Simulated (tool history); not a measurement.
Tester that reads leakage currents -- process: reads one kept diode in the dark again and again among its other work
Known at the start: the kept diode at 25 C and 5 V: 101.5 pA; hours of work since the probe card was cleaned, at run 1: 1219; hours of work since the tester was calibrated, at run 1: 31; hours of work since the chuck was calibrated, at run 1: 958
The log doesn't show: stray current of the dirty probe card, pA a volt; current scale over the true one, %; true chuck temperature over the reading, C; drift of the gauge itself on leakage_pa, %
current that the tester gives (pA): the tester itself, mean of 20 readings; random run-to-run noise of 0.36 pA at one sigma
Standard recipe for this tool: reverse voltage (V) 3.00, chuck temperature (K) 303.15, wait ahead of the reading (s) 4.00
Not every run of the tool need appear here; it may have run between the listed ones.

| run | hour | reverse voltage (V) | chuck temperature (K) | wait ahead of the reading (s) | hours of work since the probe card was cleaned | hours of work since the tester was calibrated | hours of work since the chuck was calibrated | current that the tester gives (pA) |
|---|---|---|---|---|---|---|---|---|
| 1 | 0.0 | 3.00 | 303.15 | 4.00 | 1219 | 31 | 958 | 109.56 |
| 2 | 24.0 | 3.00 | 303.15 | 4.00 | 1228 | 41 | 968 | 109.10 |
| 3 | 51.6 | 3.00 | 303.15 | 4.00 | 1239 | 52 | 979 | 109.52 |
| 4 | 71.6 | 3.40 | 303.15 | 4.00 | 1247 | 60 | 987 | 117.60 |
|  | 82.9 | chuck's temperature calibrated |
| 5 | 97.3 | 1.79 | 303.15 | 4.00 | 1257 | 70 | 6 | 89.28 |
| 6 | 124.4 | 3.00 | 303.15 | 4.00 | 1268 | 80 | 17 | 121.64 |
| 7 | 147.0 | 3.00 | 303.15 | 4.00 | 1277 | 90 | 26 | 121.35 |
| 8 | 168.3 | 3.00 | 303.15 | 4.00 | 1286 | 98 | 34 | 121.40 |
| 9 | 192.5 | 3.00 | 303.15 | 4.00 | 1295 | 108 | 44 | 120.60 |
| 10 | 218.2 | 3.00 | 303.15 | 4.00 | 1306 | 118 | 54 | 121.21 |
| 11 | 240.5 | 3.00 | 303.15 | 4.00 | 1315 | 127 | 63 | 121.56 |
| 12 | 262.7 | 3.00 | 303.15 | 4.00 | 1324 | 136 | 72 | 121.04 |
| 13 | 286.5 | 3.00 | 303.15 | 4.00 | 1333 | 146 | 82 | 121.19 |
| 14 | 315.1 | 3.00 | 303.15 | 1.98 | 1345 | 157 | 93 | 120.62 |
| 15 | 334.9 | 3.00 | 303.15 | 4.00 | 1353 | 165 | 101 | 120.48 |
| 16 | 350.4 | 3.00 | 303.15 | 4.00 | 1359 | 171 | 108 | 120.69 |
| 17 | 363.5 | 3.00 | 313.15 | 4.00 | 1364 | 177 | 113 | 289.12 |
| 18 | 382.1 | 3.00 | 313.15 | 4.00 | 1372 | 184 | 120 | 290.68 |
| 19 | 402.4 | 3.00 | 313.15 | 4.00 | 1380 | 192 | 129 | 288.88 |
| 20 | 430.2 | 3.00 | 313.15 | 4.00 | 1391 | 204 | 140 | 289.26 |
| 21 | 450.3 | 10.31 | 294.15 | 8.55 | 1399 | 212 | 148 | 110.05 |
| 22 | 464.1 | 10.31 | 294.15 | 8.55 | 1405 | 217 | 153 | 110.11 |
| 23 | 491.7 | 7.67 | 296.15 | 3.91 | 1416 | 228 | 164 | 110.87 |
| 24 | 514.6 | 12.54 | 304.15 | 9.83 | 1425 | 237 | 174 | 308.92 |
| 25 | 532.4 | 3.00 | 300.15 | 4.00 | 1432 | 245 | 181 | 91.33 |
| 26 | 559.4 | 2.78 | 300.15 | 4.00 | 1443 | 256 | 192 | 86.72 |
| 27 | 585.3 | 2.78 | 318.15 | 1.27 | 1453 | 266 | 202 | 417.69 |
| 28 | 614.2 | 2.56 | 303.15 | 6.38 | 1465 | 278 | 214 | 108.60 |
| 29 | 635.2 | 7.37 | 312.15 | 4.95 | 1473 | 286 | 222 | 448.21 |
| 30 | 659.5 | 7.37 | 312.15 | 4.95 | 1483 | 296 | 232 | 448.57 |
| 31 | 684.7 | 1.04 | 327.15 | 6.04 | 1493 | 306 | 242 | 479.04 |
| 32 | 703.8 | 1.63 | 298.15 | 6.04 | 1501 | 314 | 250 | 52.13 |
| 33 | 730.8 | 3.81 | 326.15 | 7.47 | 1512 | 324 | 261 | 958.45 |
| 34 | 757.4 | 9.52 | 296.15 | 2.79 | 1523 | 335 | 271 | 125.13 |
| 35 | 784.8 | 9.52 | 296.15 | 2.79 | 1534 | 346 | 282 | 125.35 |
| 36 | 802.5 | 9.20 | 316.15 | 0.80 | 1541 | 353 | 290 | 721.22 |
| 37 | 829.2 | 19.44 | 303.15 | 9.11 | 1551 | 364 | 300 | 365.21 |
| 38 | 849.7 | 3.00 | 331.15 | 4.00 | 1560 | 372 | 309 | 1227.60 |
| 39 | 875.0 | 3.00 | 303.15 | 5.52 | 1570 | 382 | 319 | 117.96 |

Pick out some run-to-run changes in current that the tester gives (pA). Of each, how much would a tool without hidden state show as well, from the settings, what came in and chance, and how much is left for the hidden state and any gauge scatter not in both results compared?
Run 4 -> 5: reverse voltage (V) 3.40 -> 1.79, chuck's temperature calibrated. current that the tester gives (pA) -28.32: hidden state +12.64, all else -40.96.
Run 32 -> 33: reverse voltage (V) 1.63 -> 3.81, chuck temperature (K) 298.15 -> 326.15, wait ahead of the reading (s) 6.04 -> 7.47. current that the tester gives (pA) +906.32: hidden state -10.84, all else +917.16.
Run 37 -> 38: reverse voltage (V) 19.44 -> 3.00, chuck temperature (K) 303.15 -> 331.15, wait ahead of the reading (s) 9.11 -> 4.00. current that the tester gives (pA) +862.39: hidden state -19.82, all else +882.21.
Run 38 -> 39: chuck temperature (K) 331.15 -> 303.15, wait ahead of the reading (s) 4.00 -> 5.52. current that the tester gives (pA) -1109.64: hidden state +17.95, all else -1127.59.
